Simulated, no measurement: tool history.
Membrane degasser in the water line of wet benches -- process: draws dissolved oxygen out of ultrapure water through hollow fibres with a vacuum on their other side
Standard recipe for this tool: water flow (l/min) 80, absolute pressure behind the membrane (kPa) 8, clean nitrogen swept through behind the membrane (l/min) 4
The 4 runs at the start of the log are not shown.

run    hour  water flow (l/min)  absolute pressure behind the membrane (kPa)  clean nitrogen swept through behind the membrane (l/min)  dissolved oxygen in the water behind the degasser (ppb)  pressure that the water loses in the fibres (kPa)
  5   226.1                  80                                            8                                                      6.76                                                    146.5                                              62.21
  6   329.6                  80                                            8                                                      6.76                                                    146.4                                              61.93
  7   374.5                  80                                            8                                                      6.76                                                      146                                              61.61
  8   431.5                  80                                            8                                                         4                                                    230.2                                              62.01
  9   528.9                  80                                            8                                                         4                                                    230.5                                              61.49
      536.2  -- vacuum gauge calibrated, once more
 10   621.1                  80                                            8                                                       3.1                                                    264.7                                               62.1
 11   722.3                  80                                            8                                                         4                                                    213.1                                              62.05
 12     798                  80                                            8                                                      6.03                                                    150.7                                              62.16
 13   872.5                  80                                            8                                                         4                                                    215.9                                              62.28
 14   935.7                  80                                            8                                                      2.56                                                    312.4                                              62.59
 15  1004.5                  80                                            8                                                      2.56                                                    311.6                                              61.92
 16    1092                  80                                            8                                                      8.75                                                    109.5                                              62.03
 17  1164.7                  49                                            8                                                      9.49                                                     61.3                                              38.15
 18  1232.3                  49                                            8                                                      9.49                                                     61.2                                              38.36
 19  1314.8                  51                                         18.3                                                      2.29                                                    692.9                                              39.49
 20  1384.6                  50                                         18.3                                                      2.29                                                    684.2                                              39.22
 21    1459                  77                                            8                                                         4                                                    210.2                                              60.92

Estimate the outcome of run 22 from the log above:
 22  1557.7                  90                                            8                                                     10.08                                                        ?                                                  ?

{"run 22": {"dissolved oxygen in the water behind the degasser (ppb)": 113.8, "pressure that the water loses in the fibres (kPa)": 70.33}}
On a tool with no hidden condition, and with the same random variation, this run would have come out at dissolved oxygen in the water behind the degasser (ppb) 109.2, pressure that the water loses in the fibres (kPa) 67.64.
